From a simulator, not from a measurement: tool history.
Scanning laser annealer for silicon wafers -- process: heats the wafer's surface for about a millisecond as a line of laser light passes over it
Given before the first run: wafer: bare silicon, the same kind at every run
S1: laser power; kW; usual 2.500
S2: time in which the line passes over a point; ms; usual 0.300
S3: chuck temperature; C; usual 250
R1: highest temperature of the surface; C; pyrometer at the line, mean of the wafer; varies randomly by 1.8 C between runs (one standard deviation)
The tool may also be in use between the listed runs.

| run | day | S1 | S2 | S3 | R1 |
|---|---|---|---|---|---|
| 1 | 0.000 | 2.500 | 0.300 | 250 | 981 |
| 2 | 1.225 | 2.500 | 0.300 | 250 | 976 |
| 3 | 2.021 | 2.500 | 0.300 | 261 | 989 |
| 4 | 2.962 | 2.500 | 0.300 | 261 | 986 |
|  | 3.358 | window over the wafer cleaned |
| 5 | 4.050 | 2.500 | 0.300 | 262 | 1024 |
| 6 | 4.650 | 2.500 | 0.300 | 230 | 988 |
| 7 | 5.233 | 2.500 | 0.300 | 230 | 991 |
| 8 | 6.562 | 2.500 | 0.300 | 230 | 990 |
| 9 | 7.250 | 2.500 | 0.300 | 230 | 986 |
| 10 | 7.888 | 2.500 | 0.300 | 230 | 987 |
| 11 | 8.608 | 2.500 | 0.300 | 230 | 986 |
| 12 | 9.438 | 2.500 | 0.300 | 230 | 986 |
|  | 10.438 | optics aligned, line set to its width |
| 13 | 10.825 | 2.500 | 0.300 | 230 | 1009 |
| 14 | 11.788 | 2.500 | 0.300 | 230 | 1003 |
| 15 | 12.346 | 2.642 | 0.300 | 238 | 1069 |
| 16 | 13.492 | 2.500 | 0.288 | 225 | 987 |
| 17 | 14.825 | 2.634 | 0.301 | 250 | 1076 |
| 18 | 15.629 | 2.634 | 0.328 | 223 | 1084 |
| 19 | 16.479 | 2.500 | 0.300 | 262 | 1033 |
| 20 | 17.067 | 2.369 | 0.280 | 262 | 955 |
| 21 | 17.950 | 2.539 | 0.271 | 262 | 1011 |
| 22 | 18.654 | 2.539 | 0.271 | 262 | 1009 |
| 23 | 19.833 | 2.500 | 0.300 | 249 | 1017 |

Forecast each of these 4 alternatives for the next run:
| A | 21.179 | 2.500 | 0.273 | 250 | ? |
| B | 21.179 | 2.390 | 0.216 | 250 | ? |
| C | 21.179 | 2.160 | 0.365 | 249 | ? |
| D | 21.179 | 2.500 | 0.345 | 280 | ? |

| run | R1 |
|---|---|
| A | 980 |
| B | 870 |
| C | 936 |
| D | 1094 |
Stripped of hidden state, with their random variation kept, the same runs would have yielded:
| run | R1 |
|---|---|
| A | 1003 |
| B | 890 |
| C | 958 |
| D | 1121 |
